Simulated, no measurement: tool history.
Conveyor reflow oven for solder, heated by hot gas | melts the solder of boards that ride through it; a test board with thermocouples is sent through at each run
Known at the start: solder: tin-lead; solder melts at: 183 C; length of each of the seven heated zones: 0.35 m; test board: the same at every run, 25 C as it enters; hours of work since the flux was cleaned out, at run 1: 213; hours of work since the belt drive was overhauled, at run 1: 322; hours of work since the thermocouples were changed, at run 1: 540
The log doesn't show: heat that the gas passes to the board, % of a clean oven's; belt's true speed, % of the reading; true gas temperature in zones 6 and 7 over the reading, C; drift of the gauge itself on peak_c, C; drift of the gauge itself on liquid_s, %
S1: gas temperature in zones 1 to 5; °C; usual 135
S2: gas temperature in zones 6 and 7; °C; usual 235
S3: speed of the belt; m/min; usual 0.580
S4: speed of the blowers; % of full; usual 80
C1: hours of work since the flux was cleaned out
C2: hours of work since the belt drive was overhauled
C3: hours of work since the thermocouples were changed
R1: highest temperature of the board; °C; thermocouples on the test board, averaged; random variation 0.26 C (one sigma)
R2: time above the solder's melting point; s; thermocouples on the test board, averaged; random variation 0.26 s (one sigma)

run	hour	S1	S2	S3	S4	C1	C2	C3	R1	R2
1	0.0	135	235	0.580	80	213	322	540	219.3	55.5
2	13.9	135	235	0.580	80	221	330	548	219.4	55.8
3	36.7	135	235	0.580	80	235	344	562	219.6	55.6
4	58.3	135	235	0.580	80	248	357	575	219.6	55.5
5	85.7	135	235	0.580	80	265	374	592	219.1	55.8
6	106.5	135	235	0.580	80	278	387	605	219.7	55.2
7	131.4	135	235	0.580	80	293	402	620	219.2	55.5
8	158.9	135	235	0.580	75	310	419	637	218.2	54.6
# hour 164.2: belt drive overhauled, speed set with a stopwatch
9	177.8	135	235	0.580	69	319	8	646	218.1	54.4
# hour 200.7: flux residue cleaned out of gas plates and filters
10	207.6	124	231	0.580	80	4	23	661	215.7	50.3
11	228.4	135	235	0.580	71	17	36	673	219.9	55.9
12	255.5	135	235	0.580	53	33	53	690	216.0	53.1
# hour 279.3: belt drive overhauled, speed set with a stopwatch, once more
13	279.3	135	235	0.483	80	46	0	702	225.8	72.0
14	303.0	135	235	0.483	80	60	14	717	226.1	71.9
15	327.9	135	235	0.463	59	75	30	732	223.8	73.2
16	342.1	139	235	0.580	80	84	38	740	221.5	57.5
17	369.2	141	228	0.580	78	100	55	757	215.2	53.6
18	384.9	141	228	0.580	78	110	64	767	215.2	54.1

3 ways to go on from here, each from the tool as it stands after run 18. What would each give?
A	400.9	135	235	0.580	53	120	74	776	?	?
B	400.9	130	235	0.592	80	120	74	776	?	?
C	400.9	134	232	0.580	87	120	74	776	?	?

run	R1	R2
A	215.1	50.8
B	218.7	51.9
C	218.9	54.9
Without the tool's hidden state the same runs would have given:
run	R1	R2
A	213.8	49.7
B	217.5	50.9
C	217.6	53.9
